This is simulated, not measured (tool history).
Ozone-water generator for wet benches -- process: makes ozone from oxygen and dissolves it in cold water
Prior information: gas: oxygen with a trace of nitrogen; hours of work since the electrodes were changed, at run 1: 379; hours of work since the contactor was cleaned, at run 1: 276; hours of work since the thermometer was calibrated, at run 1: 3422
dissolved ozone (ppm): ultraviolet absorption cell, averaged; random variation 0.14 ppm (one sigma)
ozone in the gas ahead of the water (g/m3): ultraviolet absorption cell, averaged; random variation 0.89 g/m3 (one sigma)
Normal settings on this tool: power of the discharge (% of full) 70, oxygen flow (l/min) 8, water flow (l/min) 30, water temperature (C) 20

run    hour  power of the discharge (% of full)  oxygen flow (l/min)  water flow (l/min)  water temperature (C)  hours of work since the electrodes were changed  hours of work since the contactor was cleaned  hours of work since the thermometer was calibrated  dissolved ozone (ppm)  ozone in the gas ahead of the water (g/m3)
  1       0                                  70                    8                  30                     20                                              379                                            276                                                3422                   15.8                                         150
  2    32.4                                  70                    8                  30                     20                                              404                                            301                                                3447                   15.8                                       148.6
  3    60.8                                  70                 5.75                  30                     20                                              426                                            323                                                3469                   15.2                                         172
  4    88.3                                  70                 5.75                  30                     20                                              447                                            344                                                3490                   15.1                                       174.1
  5   117.8                                  70                 5.75                  30                     20                                              470                                            367                                                3513                   15.2                                       171.9
  6     160                                  70                 5.75                  30                     20                                              502                                            400                                                3546                   15.2                                       174.2
  7     195                                  70                    8                  30                     20                                              529                                            427                                                3572                   15.6                                         147
  8   233.2                                  70                    8                  30                     20                                              559                                            456                                                3602                   15.5                                         148
  9   283.2                                  70                    8                  30                     28                                              597                                            494                                                3640                   13.6                                       147.5
 10   305.9                                  70                    8                  30                     28                                              615                                            512                                                3658                   13.8                                       147.1
 11   333.1                                  70                    8                  30                     28                                              636                                            533                                                3679                   13.7                                       149.2
      339.4  -- contactor cleaned
 12   372.4                                  70                 6.28                  30                     28                                              663                                             25                                                3706                   13.5                                       164.9
 13   395.8                                  70                 6.28                  30                     28                                              681                                             43                                                3724                   13.6                                       165.6
 14     434                                  70                 6.28                  38                     28                                              710                                             73                                                3753                   11.1                                       165.1
 15     463                                  41                    8                  30                     20                                              733                                             95                                                3776                     11                                       102.3
 16   514.9                                  41                    8                  30                     20                                              773                                            135                                                3816                     11                                         102
 17   551.5                                  97                    8                  30                     20                                              801                                            163                                                3844                   19.3                                       182.9
 18   585.3                                  46                    8                  42                     25                                              827                                            189                                                3870                    8.2                                       109.7
 19   640.2                                  48                12.55                  30                     20                                              869                                            232                                                3912                   12.2                                        93.1
      652.5  -- contactor cleaned, once more
 20   670.7                                  48                12.55                  30                     20                                              889                                             14                                                3933                   12.2                                        91.3
 21   704.3                                  48                 5.94                  38                     20                                              915                                             40                                                3958                    9.6                                       132.1
 22   735.7                                  63                 5.94                  38                     20                                              939                                             64                                                3983                   11.5                                       157.3
 23   767.9                                  78                 7.48                  19                     13                                              964                                             89                                                4007                   26.1                                       162.9
 24   820.3                                  70                    8                  41                     18                                             1005                                            129                                                4048                   12.5                                       146.2
 25   858.1                                  46                 5.69                  19                     18                                             1034                                            158                                                4077                   16.9                                       129.7
 26   897.5                                  46                 5.69                  19                     18                                             1064                                            189                                                4107                     17                                       129.9
 27   938.3                                  57                 5.69                  19                     18                                             1095                                            220                                                4139                   19.8                                       152.9
 28   990.3                                  57                 5.69                  19                     18                                             1135                                            260                                                4179                   19.3                                         150
 29  1017.5                                  70                    8                  21                     20                                             1156                                            281                                                4200                     20                                         147
 30  1071.5                                  70                    8                  21                     12                                             1198                                            323                                                4241                     23                                       147.4
 31  1101.2                                  70                12.92                  21                     12                                             1221                                            345                                                4264                   22.4                                       117.1
 32  1125.1                                  70                12.92                  28                     17                                             1239                                            364                                                4282                   17.1                                       116.2
 33  1176.4                                  43                    8                  30                     27                                             1279                                            403                                                4322                     10                                       105.2

For each entry between runs, how does the tool's hidden state at the last listed run before it compare with that at the first listed run after it?
Between runs 11 and 12: contactor cleaned (hour 339.4)
  contactor's efficiency, % of a clean one's: 98.2 -> 97
  measured value less the no-hidden-state value, dissolved ozone (ppm): -0.2 -> -0.3; ozone in the gas ahead of the water (g/m3): -0.6 -> -0.7
Between runs 19 and 20: contactor cleaned, once more (hour 652.5)
  contactor's efficiency, % of a clean one's: 96.6 -> 99.6
  measured value less the no-hidden-state value, dissolved ozone (ppm): -0.3 -> -0.1; ozone in the gas ahead of the water (g/m3): -0.4 -> -0.5
